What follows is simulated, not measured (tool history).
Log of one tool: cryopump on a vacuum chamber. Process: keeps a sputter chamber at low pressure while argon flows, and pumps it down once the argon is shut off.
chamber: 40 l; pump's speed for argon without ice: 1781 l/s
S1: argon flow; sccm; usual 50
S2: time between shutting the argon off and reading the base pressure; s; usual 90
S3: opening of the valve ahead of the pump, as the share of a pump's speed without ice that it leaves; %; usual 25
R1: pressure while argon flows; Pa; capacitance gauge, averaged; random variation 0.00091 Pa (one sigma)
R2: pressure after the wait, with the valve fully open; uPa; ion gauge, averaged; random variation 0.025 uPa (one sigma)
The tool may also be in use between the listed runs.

run,day,S1,S2,S3,R1,R2
1,0.000,50,90,25,0.1977,1.29
2,2.554,50,90,25,0.1999,1.27
3,5.192,50,90,27,0.1877,1.36
4,8.596,50,90,16,0.3120,1.40
5,10.379,50,90,16,0.3132,1.31
6,12.696,50,90,16,0.3149,1.40
7,15.354,50,90,16,0.3171,1.46
# day 17.488: pump warmed up, emptied and cooled again
8,18.471,50,90,16,0.2974,1.23
9,20.288,50,90,16,0.3017,1.24
10,21.900,50,90,16,0.3005,1.26
11,23.488,50,90,16,0.2997,1.30
12,26.225,50,90,16,0.2990,1.31
13,28.075,50,90,16,0.3002,1.34
14,29.850,50,90,16,0.3025,1.32
15,31.288,50,90,16,0.3020,1.39
16,33.008,50,90,16,0.3053,1.38
17,34.942,50,90,37,0.1380,1.42
18,38.208,70,90,25,0.2810,1.41
19,41.692,70,90,25,0.2836,1.46
20,44.638,70,90,25,0.2891,1.50
21,47.642,29,32,25,0.1199,2.96
# day 47.896: leaking fittings of the chamber tightened, without venting
# day 48.642: pump warmed up, emptied and cooled again
22,49.825,29,32,25,0.1120,2.56
23,51.246,93,90,31,0.2886,1.08
24,52.862,50,40,31,0.1548,2.13
25,55.275,50,40,31,0.1556,2.21
26,57.196,58,90,25,0.2252,1.07
27,59.608,58,30,44,0.1333,2.84
28,61.308,50,22,25,0.1975,3.77
29,63.212,59,22,48,0.1280,3.73
30,66.650,59,22,48,0.1304,3.90

The next listed run, before its measurement:
31,69.546,83,201,26,?,?

Run 31 gave R1 0.3245 Pa, R2 0.69 uPa.
Without the tool's hidden state the same run would have given R1 0.3026 Pa, R2 0.54 uPa.
